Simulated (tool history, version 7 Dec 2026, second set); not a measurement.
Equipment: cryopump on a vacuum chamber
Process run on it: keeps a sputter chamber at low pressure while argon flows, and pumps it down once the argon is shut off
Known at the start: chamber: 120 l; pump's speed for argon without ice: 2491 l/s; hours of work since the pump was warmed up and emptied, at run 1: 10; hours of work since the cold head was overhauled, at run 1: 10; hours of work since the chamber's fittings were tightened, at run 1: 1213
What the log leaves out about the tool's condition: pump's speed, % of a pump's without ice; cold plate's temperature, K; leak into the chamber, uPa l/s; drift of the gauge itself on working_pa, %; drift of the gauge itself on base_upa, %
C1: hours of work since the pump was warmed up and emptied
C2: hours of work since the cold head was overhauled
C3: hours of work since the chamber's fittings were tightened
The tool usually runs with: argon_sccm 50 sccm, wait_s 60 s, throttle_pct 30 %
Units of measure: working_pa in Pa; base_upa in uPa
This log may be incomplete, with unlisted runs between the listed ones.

Run 1, hour 0: usual settings; C1 10; C2 10; C3 1213. Result: working_pa 0.1144 Pa, base_upa 1.96 uPa.
Run 2, hour 47.2: usual settings; C1 45; C2 45; C3 1247. Result: working_pa 0.1146 Pa, base_upa 2.12 uPa.
Run 3, hour 90.1: usual settings; C1 76; C2 76; C3 1279. Result: working_pa 0.1159 Pa, base_upa 2.15 uPa.
Run 4, hour 119.3: usual settings; C1 98; C2 98; C3 1300. Result: working_pa 0.1146 Pa, base_upa 2.15 uPa.
Run 5, hour 159.1: usual settings; C1 127; C2 127; C3 1330. Result: working_pa 0.115 Pa, base_upa 2.18 uPa.
Run 6, hour 189: usual settings; C1 149; C2 149; C3 1352. Result: working_pa 0.1168 Pa, base_upa 2.32 uPa.
Run 7, hour 220.8: usual settings but wait_s 47 s; C1 172; C2 172; C3 1375. Result: working_pa 0.1172 Pa, base_upa 2.42 uPa.
Run 8, hour 268.1: usual settings but wait_s 47 s; C1 207; C2 207; C3 1410. Result: working_pa 0.1171 Pa, base_upa 2.55 uPa.
Run 9, hour 291.7: usual settings but argon_sccm 42 sccm; C1 225; C2 225; C3 1427. Result: working_pa 0.0991 Pa, base_upa 2.3 uPa.
Run 10, hour 342.8: usual settings; C1 262; C2 262; C3 1465. Result: working_pa 0.1192 Pa, base_upa 2.4 uPa.
Run 11, hour 378.7: usual settings but throttle_pct 27 %; C1 289; C2 289; C3 1491. Result: working_pa 0.1311 Pa, base_upa 2.49 uPa.
Run 12, hour 426.5: usual settings but throttle_pct 27 %; C1 324; C2 324; C3 1526. Result: working_pa 0.1333 Pa, base_upa 2.63 uPa.
Run 13, hour 472.2: usual settings but throttle_pct 27 %; C1 357; C2 357; C3 1560. Result: working_pa 0.1323 Pa, base_upa 2.69 uPa.
Run 14, hour 511.1: usual settings but throttle_pct 27 %; C1 386; C2 386; C3 1588. Result: working_pa 0.1343 Pa, base_upa 2.73 uPa.
Run 15, hour 547.8: usual settings but throttle_pct 27 %; C1 413; C2 413; C3 1615. Result: working_pa 0.1353 Pa, base_upa 2.86 uPa.
Run 16, hour 580.4: usual settings but throttle_pct 27 %; C1 437; C2 437; C3 1639. Result: working_pa 0.1353 Pa, base_upa 2.81 uPa.
At hour 617.4: leaking fittings of the chamber tightened, without venting.
Run 17, hour 635.7: usual settings but throttle_pct 27 %; C1 476; C2 476; C3 13. Result: working_pa 0.1365 Pa, base_upa 0.92 uPa.
At hour 673.6: pump warmed up, emptied and cooled again.
Run 18, hour 692.9: usual settings but throttle_pct 27 %; C1 14; C2 515; C3 52. Result: working_pa 0.1251 Pa, base_upa 0.9 uPa.
Run 19, hour 742.8: usual settings but argon_sccm 26 sccm, wait_s 47 s, throttle_pct 27 %; C1 51; C2 551; C3 89. Result: working_pa 0.0667 Pa, base_upa 1.18 uPa.
Run 20, hour 781.8: usual settings but argon_sccm 26 sccm, wait_s 47 s, throttle_pct 27 %; C1 80; C2 580; C3 117. Result: working_pa 0.0662 Pa, base_upa 1.14 uPa.
Run 21, hour 810.7: usual settings but wait_s 21 s; C1 101; C2 601; C3 139. Result: working_pa 0.1152 Pa, base_upa 2.31 uPa.
Run 22, hour 857.1: usual settings but argon_sccm 49 sccm, throttle_pct 23 %; C1 135; C2 635; C3 173. Result: working_pa 0.1467 Pa, base_upa 1.03 uPa.
Run 23, hour 912.3: usual settings but throttle_pct 42 %; C1 176; C2 676; C3 213. Result: working_pa 0.0837 Pa, base_upa 1.06 uPa.
Run 24, hour 943.5: usual settings but argon_sccm 80 sccm, wait_s 282 s, throttle_pct 51 %; C1 199; C2 699; C3 236. Result: working_pa 0.1117 Pa, base_upa 0.51 uPa.
Run 25, hour 993.3: usual settings but argon_sccm 80 sccm, wait_s 282 s, throttle_pct 51 %; C1 235; C2 736; C3 273. Result: working_pa 0.1139 Pa, base_upa 0.56 uPa.
Run 26, hour 1021.6: usual settings but argon_sccm 80 sccm, wait_s 282 s, throttle_pct 51 %; C1 256; C2 756; C3 294. Result: working_pa 0.1158 Pa, base_upa 0.57 uPa.

3 options for the next run, each taken on its own from the tool as it stands now. Forecast them:
Run A, hour 1069.7: usual settings but throttle_pct 16 %; C1 291; C2 792; C3 329. Result: working_pa ?, base_upa ?.
Run B, hour 1069.7: usual settings but argon_sccm 30 sccm; C1 291; C2 792; C3 329. Result: working_pa ?, base_upa ?.
Run C, hour 1069.7: usual settings but throttle_pct 17 %; C1 291; C2 792; C3 329. Result: working_pa ?, base_upa ?.

run  working_pa  base_upa
  A      0.2165      1.24
  B      0.0711      1.21
  C      0.2062      1.25
Had the tool no hidden state, the same runs would have come out as:
run  working_pa  base_upa
  A      0.2104      0.86
  B      0.0674      0.84
  C      0.2001      0.88
